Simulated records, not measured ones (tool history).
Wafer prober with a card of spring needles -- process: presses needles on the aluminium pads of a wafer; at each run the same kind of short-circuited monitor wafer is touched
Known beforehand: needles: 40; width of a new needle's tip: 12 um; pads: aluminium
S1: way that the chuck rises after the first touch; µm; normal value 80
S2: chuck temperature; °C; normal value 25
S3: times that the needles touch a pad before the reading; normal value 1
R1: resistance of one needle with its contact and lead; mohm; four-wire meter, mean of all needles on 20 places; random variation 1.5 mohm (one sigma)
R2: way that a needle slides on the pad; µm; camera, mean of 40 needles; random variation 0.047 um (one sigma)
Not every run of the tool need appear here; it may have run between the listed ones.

run   hour  S1   S2  S3   R1     R2
  1      0  80   25   1  133   12.3
  2    9.9  80   25   1  152  12.31
  3   16.6  80   25   1  163  12.25
      20.7  -- tips cleaned on abrasive film
  4   24.4  80   25   1  144  12.23
  5   30.7  80   25   1  152  12.24
  6   36.9  80   25   2  152  12.28
      41.8  -- tips cleaned on abrasive film
  7   42.9  80   48   2  137  12.18
  8   51.9  80   48   2  152  12.21
  9   61.2  80   48   2  157  12.32
      62.7  -- tips cleaned on abrasive film
 10   73.5  83   48   2  151  12.77
 11   80.6  83   48   2  154  12.63
      83.2  -- tips cleaned on abrasive film
 12   89.3  83   48   2  144  12.72
 13   97.5  83   48   2  157  12.72
     103.7  -- tips cleaned on abrasive film
 14  108.4  83   48   2  146  12.66
 15  120.4  83  118   2  163  12.68
     124.1  -- tips cleaned on abrasive film
 16  125.8  83  118   2  154  12.55
 17  132.3  80   25   1  152  12.26
 18  143.6  65   38   3  149   9.82
     144.9  -- tips cleaned on abrasive film
 19  151.7  80   98   2  155  12.14
 20  160.4  61   38   2  154   9.11
     165.3  -- tips cleaned on abrasive film
 21  170.4  62   58   1  155    9.3
 22  178.5  67   26   3  147  10.13
       186  -- tips cleaned on abrasive film
 23    189  70   52   2  142  10.62
 24  200.8  70  116   2  169  10.57
     206.4  -- tips cleaned on abrasive film
 25  211.2  70   60   1  155  10.51
 26  223.2  63   52   1  172   9.52
     227.2  -- tips cleaned on abrasive film
 27  229.3  91   59   1  145  13.91
     237.4  -- height of the first contact set anew
 28  239.8  91   93   2  156  14.26
 29  245.6  80   99   1  171   12.5
     248.2  -- tips cleaned on abrasive film
 30  255.2  80   99   1  165  12.54
 31  265.9  62   63   1  172   9.76
     268.7  -- tips cleaned on abrasive film
 32  274.1  62   63   1  155    9.7
 33  282.4  76   27   2  147  11.88
     289.1  -- tips cleaned on abrasive film
 34  289.1  94   30   2  134  14.76

Results for each run, recomputed without the tool's hidden state and with each run's random variation untouched:
What the log doesn't record here: debris on the tips, nm; way that the needles fall short of the set height, um; tips' diameter, um; drift of the gauge itself on contact_mohm, %; drift of the gauge itself on scrub_um, %.
run   R1     R2
  1  131  12.57
  2  130  12.59
  3  134  12.53
  4  135  12.52
  5  131  12.53
  6  135  12.57
  7  134  12.49
  8  139  12.52
  9  139  12.63
 10  138   13.1
 11  137  12.96
 12  136  13.07
 13  142  13.07
 14  139  13.02
 15  147  13.04
 16  150  12.92
 17  133  12.63
 18  136  10.19
 19  145  12.52
 20  135   9.49
 21  139    9.7
 22  137  10.52
 23  136  11.04
 24  152  10.99
 25  141  10.94
 26  140   9.95
 27  140  14.36
 28  144  14.26
 29  144   12.5
 30  147  12.55
 31  139   9.77
 32  141   9.72
 33  133  11.91
 34  134   14.8
